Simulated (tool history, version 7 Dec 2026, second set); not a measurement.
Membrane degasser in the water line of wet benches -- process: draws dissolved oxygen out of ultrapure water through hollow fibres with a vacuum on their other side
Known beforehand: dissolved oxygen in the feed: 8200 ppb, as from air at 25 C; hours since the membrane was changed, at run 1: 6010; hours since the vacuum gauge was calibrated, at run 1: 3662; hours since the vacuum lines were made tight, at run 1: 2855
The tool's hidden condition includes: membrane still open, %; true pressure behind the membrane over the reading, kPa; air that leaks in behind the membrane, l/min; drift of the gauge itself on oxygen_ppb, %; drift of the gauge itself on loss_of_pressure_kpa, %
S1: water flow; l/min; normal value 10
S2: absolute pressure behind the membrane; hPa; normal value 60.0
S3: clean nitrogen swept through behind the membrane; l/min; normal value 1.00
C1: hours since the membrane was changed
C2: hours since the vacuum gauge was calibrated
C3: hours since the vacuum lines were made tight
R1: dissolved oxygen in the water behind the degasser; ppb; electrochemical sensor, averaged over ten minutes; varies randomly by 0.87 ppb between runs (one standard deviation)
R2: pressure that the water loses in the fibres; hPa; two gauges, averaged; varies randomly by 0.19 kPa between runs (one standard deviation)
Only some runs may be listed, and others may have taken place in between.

run,hour,S1,S2,S3,C1,C2,C3,R1,R2
1,0.0,10,60.0,1.00,6010,3662,2855,83.0,363.9
2,134.5,10,60.0,1.00,6145,3796,2990,82.5,364.4
3,356.2,10,60.0,1.00,6366,4018,3211,81.4,366.6
4,541.7,10,60.0,1.00,6552,4204,3397,82.0,362.2
5,668.4,10,60.0,1.00,6679,4330,3524,81.9,366.0
6,923.5,8,60.0,1.00,6934,4585,3779,57.9,290.8
7,1160.3,8,60.0,1.00,7170,4822,4016,57.5,289.2
# hour 1197.4: vacuum gauge calibrated
8,1404.7,10,60.0,1.14,7414,207,4259,75.2,361.4
9,1563.6,10,131.4,1.00,7573,366,4418,240.0,361.1
10,1847.3,10,60.0,1.00,7857,650,4702,82.8,361.4
11,2028.3,10,37.5,1.00,8038,831,4883,29.7,362.5
12,2159.0,8,60.0,1.00,8169,962,5014,57.6,290.9
13,2376.6,8,60.0,1.00,8386,1179,5231,58.4,288.6
# hour 2404.4: seals of the vacuum lines changed
14,2570.3,8,60.0,1.00,8578,1371,166,58.0,287.2
15,2723.4,10,60.0,1.00,8731,1524,319,83.7,361.7
16,2969.5,15,60.0,1.00,8977,1770,565,201.2,540.9
17,3087.5,15,60.0,1.00,9095,1888,683,205.7,542.6
18,3248.8,10,62.2,0.91,9256,2049,844,94.1,357.4
19,3526.0,7,70.1,1.06,9534,2327,1122,62.6,249.9
20,3776.9,10,60.0,0.68,9785,2577,1372,109.1,360.1
21,3965.6,6,145.9,1.79,9973,2766,1561,94.3,214.7
22,4149.5,9,125.4,0.53,10157,2950,1745,352.1,318.7
23,4294.8,7,60.0,1.00,10302,3095,1890,48.8,248.9
24,4534.9,7,60.0,1.00,10543,3335,2130,49.2,251.0
25,4677.4,8,67.9,0.46,10685,3478,2273,141.8,285.0
26,4832.5,15,145.6,2.46,10840,3633,2428,263.6,537.2
27,5095.8,8,60.0,1.00,11103,3896,2691,56.9,286.7
28,5378.9,10,88.1,0.97,11387,4179,2974,150.2,358.7
29,5498.2,9,81.2,0.86,11506,4299,3094,129.3,320.5
30,5707.9,8,64.2,1.08,11716,4508,3303,60.6,284.9
31,5924.8,8,64.2,1.08,11932,4725,3520,61.2,285.4

Each row is a separate what-if for the run after 31, all from the same tool condition, not one after another. Results?
A,6047.6,10,92.7,2.47,12055,4848,3643,?,?
B,6047.6,11,93.8,0.47,12055,4848,3643,?,?
C,6047.6,13,36.9,0.94,12055,4848,3643,?,?
D,6047.6,8,64.2,1.08,12055,4848,3643,?,?

run,R1,R2
A,75.6,358.1
B,336.2,388.7
C,75.5,458.8
D,61.0,283.9
Without the tool's unlogged condition, the same runs would have read:
run,R1,R2
A,75.3,366.7
B,335.6,398.1
C,74.9,469.8
D,60.8,290.7
